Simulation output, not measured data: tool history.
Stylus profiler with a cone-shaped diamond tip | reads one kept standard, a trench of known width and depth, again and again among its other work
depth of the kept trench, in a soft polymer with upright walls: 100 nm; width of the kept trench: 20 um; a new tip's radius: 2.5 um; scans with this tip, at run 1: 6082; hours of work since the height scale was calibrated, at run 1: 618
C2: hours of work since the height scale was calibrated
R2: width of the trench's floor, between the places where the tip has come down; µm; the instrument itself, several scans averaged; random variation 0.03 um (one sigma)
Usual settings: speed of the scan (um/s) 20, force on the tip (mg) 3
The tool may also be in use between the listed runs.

run 1 hour=0 | speed_of_the_scan_(um/s)=20 force_on_the_tip_(mg)=3 | scans_with_this_tip=6082 C2=618 | depth_of_the_trench_(Å)=1007.9 R2=18.27
run 2 hour=55.8 | speed_of_the_scan_(um/s)=25 force_on_the_tip_(mg)=3 | scans_with_this_tip=6347 C2=645 | depth_of_the_trench_(Å)=1007.6 R2=18.25
run 3 hour=105.8 | speed_of_the_scan_(um/s)=25 force_on_the_tip_(mg)=3 | scans_with_this_tip=6585 C2=669 | depth_of_the_trench_(Å)=1007.1 R2=18.27
run 4 hour=178.2 | speed_of_the_scan_(um/s)=25 force_on_the_tip_(mg)=1.01 | scans_with_this_tip=6929 C2=704 | depth_of_the_trench_(Å)=1001.7 R2=18.13
run 5 hour=278.1 | speed_of_the_scan_(um/s)=6 force_on_the_tip_(mg)=1.01 | scans_with_this_tip=7404 C2=752 | depth_of_the_trench_(Å)=1001.7 R2=18.31
run 6 hour=327.3 | speed_of_the_scan_(um/s)=6 force_on_the_tip_(mg)=1.01 | scans_with_this_tip=7639 C2=776 | depth_of_the_trench_(Å)=1001.4 R2=18.26
run 7 hour=424.7 | speed_of_the_scan_(um/s)=20 force_on_the_tip_(mg)=3 | scans_with_this_tip=8102 C2=823 | depth_of_the_trench_(Å)=1007.6 R2=18.17
run 8 hour=520.4 | speed_of_the_scan_(um/s)=20 force_on_the_tip_(mg)=3.08 | scans_with_this_tip=8557 C2=869 | depth_of_the_trench_(Å)=1007.5 R2=18.18
run 9 hour=609 | speed_of_the_scan_(um/s)=20 force_on_the_tip_(mg)=2.65 | scans_with_this_tip=8978 C2=912 | depth_of_the_trench_(Å)=1005.4 R2=18.15
run 10 hour=652.7 | speed_of_the_scan_(um/s)=20 force_on_the_tip_(mg)=8.11 | scans_with_this_tip=9186 C2=933 | depth_of_the_trench_(Å)=1016.4 R2=18.19
run 11 hour=741.4 | speed_of_the_scan_(um/s)=20 force_on_the_tip_(mg)=3 | scans_with_this_tip=9607 C2=976 | depth_of_the_trench_(Å)=1005.1 R2=18.16
run 12 hour=794.8 | speed_of_the_scan_(um/s)=20 force_on_the_tip_(mg)=3 | scans_with_this_tip=9862 C2=1002 | depth_of_the_trench_(Å)=1005.6 R2=18.22
run 13 hour=867.4 | speed_of_the_scan_(um/s)=20 force_on_the_tip_(mg)=3 | scans_with_this_tip=10207 C2=1037 | depth_of_the_trench_(Å)=1006.3 R2=18.19
run 14 hour=956.9 | speed_of_the_scan_(um/s)=15 force_on_the_tip_(mg)=4.78 | scans_with_this_tip=10632 C2=1080 | depth_of_the_trench_(Å)=1010.1 R2=18.14
run 15 hour=1043.3 | speed_of_the_scan_(um/s)=15 force_on_the_tip_(mg)=4.78 | scans_with_this_tip=11043 C2=1122 | depth_of_the_trench_(Å)=1009.5 R2=18.17
run 16 hour=1103.2 | speed_of_the_scan_(um/s)=42 force_on_the_tip_(mg)=2.9 | scans_with_this_tip=11328 C2=1151 | depth_of_the_trench_(Å)=1004.9 R2=18.04
run 17 hour=1211.3 | speed_of_the_scan_(um/s)=42 force_on_the_tip_(mg)=2.9 | scans_with_this_tip=11842 C2=1203 | depth_of_the_trench_(Å)=1005.1 R2=17.93
-- hour=1221.7 height scale calibrated on a step standard
run 18 hour=1262 | speed_of_the_scan_(um/s)=10 force_on_the_tip_(mg)=3.89 | scans_with_this_tip=12081 C2=19 | depth_of_the_trench_(Å)=1003.2 R2=18.17
run 19 hour=1367.2 | speed_of_the_scan_(um/s)=8 force_on_the_tip_(mg)=7.93 | scans_with_this_tip=12581 C2=70 | depth_of_the_trench_(Å)=1011.5 R2=18.18
run 20 hour=1421.4 | speed_of_the_scan_(um/s)=38 force_on_the_tip_(mg)=2.02 | scans_with_this_tip=12839 C2=96 | depth_of_the_trench_(Å)=998.3 R2=17.93
run 21 hour=1467.1 | speed_of_the_scan_(um/s)=20 force_on_the_tip_(mg)=1.92 | scans_with_this_tip=13056 C2=118 | depth_of_the_trench_(Å)=998.8 R2=18.07
run 22 hour=1523 | speed_of_the_scan_(um/s)=11 force_on_the_tip_(mg)=1.92 | scans_with_this_tip=13322 C2=146 | depth_of_the_trench_(Å)=998.4 R2=18.13
run 23 hour=1618.3 | speed_of_the_scan_(um/s)=24 force_on_the_tip_(mg)=1.92 | scans_with_this_tip=13775 C2=192 | depth_of_the_trench_(Å)=997.6 R2=18.02
-- hour=1712.5 height scale calibrated on a step standard, once more
run 24 hour=1720.7 | speed_of_the_scan_(um/s)=6 force_on_the_tip_(mg)=1.58 | scans_with_this_tip=14260 C2=4 | depth_of_the_trench_(Å)=1006.9 R2=18.18
run 25 hour=1784.6 | speed_of_the_scan_(um/s)=6 force_on_the_tip_(mg)=1.58 | scans_with_this_tip=14563 C2=35 | depth_of_the_trench_(Å)=1006.6 R2=18.11

3 ways to go on from here, each from the tool as it stands after run 25. What would each give?
run A hour=1858.2 | speed_of_the_scan_(um/s)=33 force_on_the_tip_(mg)=3 | scans_with_this_tip=14914 C2=70 | depth_of_the_trench_(Å)=? R2=?
run B hour=1858.2 | speed_of_the_scan_(um/s)=20 force_on_the_tip_(mg)=3.59 | scans_with_this_tip=14914 C2=70 | depth_of_the_trench_(Å)=? R2=?
run C hour=1858.2 | speed_of_the_scan_(um/s)=30 force_on_the_tip_(mg)=3.95 | scans_with_this_tip=14914 C2=70 | depth_of_the_trench_(Å)=? R2=?

run=A depth_of_the_trench_(Å)=1009.8 R2=17.98
run=B depth_of_the_trench_(Å)=1011.6 R2=18.11
run=C depth_of_the_trench_(Å)=1012.1 R2=18.03
Without the tool's hidden state the same runs would have given:
run=A depth_of_the_trench_(Å)=1010.5 R2=18.42
run=B depth_of_the_trench_(Å)=1012.3 R2=18.55
run=C depth_of_the_trench_(Å)=1012.8 R2=18.47

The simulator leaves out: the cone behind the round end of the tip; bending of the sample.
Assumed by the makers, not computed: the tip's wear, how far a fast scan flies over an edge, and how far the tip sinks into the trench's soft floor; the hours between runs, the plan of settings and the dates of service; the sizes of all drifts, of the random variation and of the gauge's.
